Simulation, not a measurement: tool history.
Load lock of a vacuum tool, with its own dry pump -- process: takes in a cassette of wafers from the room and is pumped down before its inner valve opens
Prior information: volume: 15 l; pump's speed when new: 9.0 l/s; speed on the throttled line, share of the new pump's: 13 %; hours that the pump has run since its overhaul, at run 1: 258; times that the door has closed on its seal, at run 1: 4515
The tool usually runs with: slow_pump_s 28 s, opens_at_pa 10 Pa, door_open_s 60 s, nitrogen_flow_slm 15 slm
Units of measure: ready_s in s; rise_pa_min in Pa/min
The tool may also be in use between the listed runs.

| run | hour | slow_pump_s | opens_at_pa | door_open_s | nitrogen_flow_slm | hours that the pump has run since its overhaul | times that the door has closed on its seal | incoming humidity of the room's air, % | ready_s | rise_pa_min |
|---|---|---|---|---|---|---|---|---|---|---|
| 1 | 0.0 | 28 | 10 | 60 | 15 | 258 | 4515 | 45.2 | 40.2 | 0.061 |
| 2 | 65.7 | 28 | 10 | 60 | 15 | 324 | 4591 | 45.9 | 40.1 | 0.066 |
| 3 | 158.1 | 28 | 10 | 60 | 15 | 416 | 4697 | 44.2 | 40.0 | 0.061 |
| 4 | 220.2 | 14 | 10 | 60 | 15 | 478 | 4768 | 41.2 | 27.8 | 0.058 |
| 5 | 317.5 | 14 | 10 | 60 | 15 | 576 | 4880 | 40.8 | 27.7 | 0.059 |
| 6 | 433.0 | 28 | 10 | 60 | 38 | 691 | 5013 | 41.1 | 40.1 | 0.042 |
| 7 | 540.9 | 28 | 10 | 60 | 6 | 799 | 5137 | 45.3 | 39.5 | 0.088 |
| 8 | 670.0 | 28 | 10 | 60 | 6 | 928 | 5285 | 45.5 | 40.2 | 0.083 |
| 9 | 746.0 | 28 | 10 | 60 | 6 | 1004 | 5372 | 47.5 | 39.9 | 0.085 |
| 10 | 873.0 | 28 | 10 | 60 | 6 | 1131 | 5518 | 45.9 | 40.3 | 0.085 |
| 11 | 955.1 | 28 | 10 | 60 | 15 | 1213 | 5613 | 44.8 | 39.6 | 0.070 |
| 12 | 1076.8 | 14 | 10 | 60 | 15 | 1335 | 5752 | 44.0 | 28.0 | 0.062 |
| 13 | 1128.6 | 28 | 10 | 227 | 15 | 1387 | 5812 | 45.4 | 40.1 | 0.135 |
| 14 | 1205.7 | 28 | 10 | 227 | 15 | 1464 | 5900 | 44.2 | 40.3 | 0.126 |
| 15 | 1279.1 | 28 | 10 | 60 | 15 | 1537 | 5985 | 44.4 | 39.5 | 0.064 |
| 16 | 1335.4 | 28 | 10 | 60 | 15 | 1594 | 6049 | 45.1 | 39.7 | 0.062 |
| 17 | 1455.4 | 28 | 10 | 60 | 15 | 1714 | 6187 | 44.5 | 40.6 | 0.069 |
| 18 | 1516.1 | 28 | 10 | 60 | 15 | 1774 | 6257 | 44.5 | 40.2 | 0.056 |
| 19 | 1627.9 | 28 | 8 | 47 | 15 | 1886 | 6385 | 44.5 | 40.2 | 0.054 |
| 20 | 1752.7 | 28 | 8 | 47 | 15 | 2011 | 6529 | 44.8 | 39.9 | 0.049 |
| 21 | 1840.0 | 28 | 8 | 47 | 15 | 2098 | 6629 | 47.2 | 39.9 | 0.060 |

Run 22 has not been measured yet. What should we expect?
| 22 | 1899.8 | 40 | 12 | 60 | 43 | 2158 | 6698 | 43.3 | ? | ? |

For run 22 the tool returned ready_s 49.9 s, rise_pa_min 0.038 Pa/min.
Take away the tool's hidden state, keep the run-to-run variation as it was, and the same run would have given ready_s 49.9 s, rise_pa_min 0.038 Pa/min.

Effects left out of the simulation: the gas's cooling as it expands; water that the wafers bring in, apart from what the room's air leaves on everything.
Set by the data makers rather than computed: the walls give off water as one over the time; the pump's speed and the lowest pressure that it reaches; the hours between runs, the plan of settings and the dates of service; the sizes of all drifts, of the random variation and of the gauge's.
